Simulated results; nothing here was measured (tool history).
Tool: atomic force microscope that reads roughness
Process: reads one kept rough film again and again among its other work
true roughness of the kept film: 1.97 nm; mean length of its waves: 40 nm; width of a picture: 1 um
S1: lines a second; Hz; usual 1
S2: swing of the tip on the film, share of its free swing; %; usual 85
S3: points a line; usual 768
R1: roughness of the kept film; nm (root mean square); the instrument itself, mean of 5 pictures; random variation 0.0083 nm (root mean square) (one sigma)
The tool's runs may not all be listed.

run   hour    S1  S2   S3     R1
  1      0     1  85  768  1.736
  2    9.3     1  85  768  1.726
  3   19.5     1  85  768  1.721
  4   34.8     1  67  768  1.732
  5   42.6  1.33  67  768  1.703
  6   49.6     1  85  768  1.676
  7   56.2     1  85  498  1.668
  8   66.4  2.93  85  498  1.565
  9   77.1  2.93  85  498  1.533
 10   87.5  2.03  85  498  1.587
 11   93.8     1  85  768   1.63
 12  101.9     1  85  768   1.63
 13    116     1  85  768  1.621
 14  129.2     1  85  768  1.594
 15  137.1     1  85  987  1.584
     141.3  -- new tip fitted
 16  151.7     1  85  987  1.798
 17  166.4     1  60  768  1.809
 18  177.5     1  60  768  1.804
 19  190.5  0.72  85  768  1.752
 20  199.9  0.72  85  768  1.765
 21  213.7  2.35  85  376  1.642
 22  228.5  2.35  85  376  1.622
 23  241.5  0.58  60  674  1.747
 24  254.4  1.02  60  283  1.716
 25  263.7  1.02  60  283  1.711
 26  275.3  3.12  76  958  1.594
 27  288.9  1.14  85  684  1.637
 28  295.2  0.77  86  553  1.654
 29  309.5  0.77  86  553  1.647
 30  319.3  0.77  86  553  1.627
 31  325.9  0.51  68  353  1.656
 32  339.1  0.51  68  353  1.627
 33  350.6   2.6  85  768  1.505
     352.5  -- new tip fitted
 34  361.7  1.33  85  269  1.755
 35  375.1  2.95  58  511  1.788
 36  382.6  2.95  58  511  1.797
 37  389.2  2.95  58  511   1.78
 38  402.5  2.95  58  511   1.77
 39  409.7     1  68  768  1.766
 40  420.9     1  80  264  1.723

3 ways to go on from here, each from the tool as it stands after run 40. What would each give?
  A  434.3  0.91  80  329   ?
  B  434.3     1  72  344   ?
  C  434.3     1  85  768   ?

run     R1
  A  1.711
  B  1.721
  C  1.706
Without the tool's hidden state the same runs would have given:
run     R1
  A  1.815
  B  1.825
  C  1.809
